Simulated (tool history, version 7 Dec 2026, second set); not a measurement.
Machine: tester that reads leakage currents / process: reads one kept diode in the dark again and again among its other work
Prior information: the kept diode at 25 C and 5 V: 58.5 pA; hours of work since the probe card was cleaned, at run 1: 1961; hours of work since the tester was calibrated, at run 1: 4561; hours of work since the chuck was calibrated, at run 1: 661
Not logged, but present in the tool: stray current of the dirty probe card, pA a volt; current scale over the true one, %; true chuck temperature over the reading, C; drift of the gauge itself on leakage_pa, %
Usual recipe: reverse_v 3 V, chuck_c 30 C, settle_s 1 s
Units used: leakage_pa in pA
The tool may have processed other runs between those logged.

| run | hour | reverse_v | chuck_c | settle_s | hours of work since the probe card was cleaned | hours of work since the tester was calibrated | hours of work since the chuck was calibrated | leakage_pa |
|---|---|---|---|---|---|---|---|---|
| 1 | 0 | 3 | 30 | 1 | 1961 | 4561 | 661 | 66.77 |
| 2 | 204.6 | 3 | 30 | 0.88 | 2058 | 4659 | 759 | 66.47 |
|  | 322.4 | chuck's temperature calibrated |
| 3 | 388.6 | 3 | 30 | 0.88 | 2145 | 4746 | 32 | 62.03 |
| 4 | 516.5 | 3 | 30 | 0.88 | 2206 | 4807 | 93 | 61.77 |
| 5 | 647 | 3 | 21 | 1 | 2268 | 4869 | 155 | 26.59 |
|  | 659.7 | tester calibrated |
| 6 | 784.3 | 3 | 21 | 1 | 2333 | 59 | 219 | 25.75 |
| 7 | 965.2 | 3 | 21 | 1 | 2419 | 146 | 305 | 25.35 |
| 8 | 1146.3 | 3 | 21 | 5.92 | 2505 | 232 | 392 | 24.63 |
|  | 1313.6 | chuck's temperature calibrated, once more |
| 9 | 1343.5 | 3 | 21 | 5.92 | 2598 | 325 | 14 | 30.12 |
| 10 | 1581.9 | 3 | 21 | 5.92 | 2712 | 439 | 128 | 29.53 |
| 11 | 1709.8 | 3 | 21 | 5.92 | 2773 | 500 | 189 | 29.37 |
| 12 | 1840.6 | 3 | 21 | 5.92 | 2835 | 562 | 251 | 29.12 |
| 13 | 2030 | 3 | 21 | 5.92 | 2926 | 652 | 342 | 28.7 |
| 14 | 2229.7 | 3 | 21 | 5.92 | 3021 | 748 | 437 | 28.38 |
| 15 | 2340.5 | 3 | 30 | 1 | 3074 | 800 | 490 | 66.18 |
| 16 | 2462.2 | 3 | 30 | 1 | 3132 | 858 | 548 | 65.43 |
| 17 | 2570.9 | 3 | 30 | 1 | 3184 | 910 | 599 | 65.26 |
| 18 | 2704.3 | 3 | 30 | 1 | 3247 | 974 | 663 | 64.6 |
| 19 | 2935 | 3 | 30 | 1 | 3357 | 1084 | 773 | 63.64 |
|  | 3031.3 | chuck's temperature calibrated |
| 20 | 3126.8 | 12.31 | 54 | 0.48 | 3448 | 1174 | 46 | 1159.47 |
| 21 | 3234.1 | 12.31 | 54 | 0.48 | 3499 | 1225 | 97 | 1155.73 |
| 22 | 3438.6 | 1.41 | 39 | 1 | 3596 | 1323 | 194 | 102.7 |
| 23 | 3612.7 | 2.48 | 54 | 9.95 | 3679 | 1406 | 277 | 474.28 |
|  | 3658.6 | probe card cleaned and baked |
| 24 | 3772.4 | 2.48 | 22 | 9.95 | 54 | 1481 | 352 | 28.7 |
| 25 | 3971.5 | 7.32 | 22 | 9.95 | 149 | 1576 | 447 | 51.24 |
| 26 | 4173.2 | 9.33 | 59 | 1.89 | 245 | 1672 | 543 | 1394.87 |
| 27 | 4402.1 | 3 | 30 | 8.41 | 354 | 1781 | 652 | 65.22 |
| 28 | 4505.2 | 5.01 | 30 | 0.41 | 404 | 1830 | 701 | 88.65 |
| 29 | 4734.1 | 5.01 | 30 | 0.41 | 513 | 1939 | 810 | 87.46 |
|  | 4750.4 | chuck's temperature calibrated |
| 30 | 4929.1 | 7.75 | 38 | 0.38 | 605 | 2031 | 85 | 247.64 |
| 31 | 5155 | 3.05 | 35 | 1 | 712 | 2139 | 193 | 111.6 |
| 32 | 5342.8 | 3 | 27 | 3.83 | 802 | 2228 | 282 | 52.6 |
| 33 | 5445.5 | 2.01 | 35 | 3.83 | 851 | 2277 | 331 | 86.76 |
| 34 | 5593.1 | 16.41 | 35 | 0.51 | 921 | 2348 | 402 | 276.67 |
| 35 | 5807.4 | 3.2 | 30 | 3.63 | 1023 | 2450 | 504 | 70.54 |
| 36 | 5950.6 | 14.21 | 30 | 1.24 | 1092 | 2518 | 572 | 157.6 |
| 37 | 6176.5 | 2.17 | 30 | 1.26 | 1199 | 2626 | 680 | 55.58 |
| 38 | 6402.1 | 9.42 | 30 | 3 | 1307 | 2733 | 787 | 121.94 |

Alternative continuations, all from the tool just after run 38; predict every row:
|  | 6457.2 | chuck's temperature calibrated |
| A | 6616 | 9.68 | 24 | 0.9 | 1408 | 2834 | 76 | ? |
|  | 6457.2 | chuck's temperature calibrated |
| B | 6616 | 1.59 | 42 | 6.39 | 1408 | 2834 | 76 | ? |
|  | 6457.2 | chuck's temperature calibrated |
| C | 6616 | 12.23 | 23 | 2.27 | 1408 | 2834 | 76 | ? |
|  | 6457.2 | chuck's temperature calibrated |
| D | 6616 | 9.42 | 30 | 3.47 | 1408 | 2834 | 76 | ? |

| run | leakage_pa |
|---|---|
| A | 79.92 |
| B | 145.45 |
| C | 81.43 |
| D | 133.77 |
Without the tool's unlogged condition, the same runs would have read:
| run | leakage_pa |
|---|---|
| A | 78.6 |
| B | 144.48 |
| C | 79.88 |
| D | 132.21 |
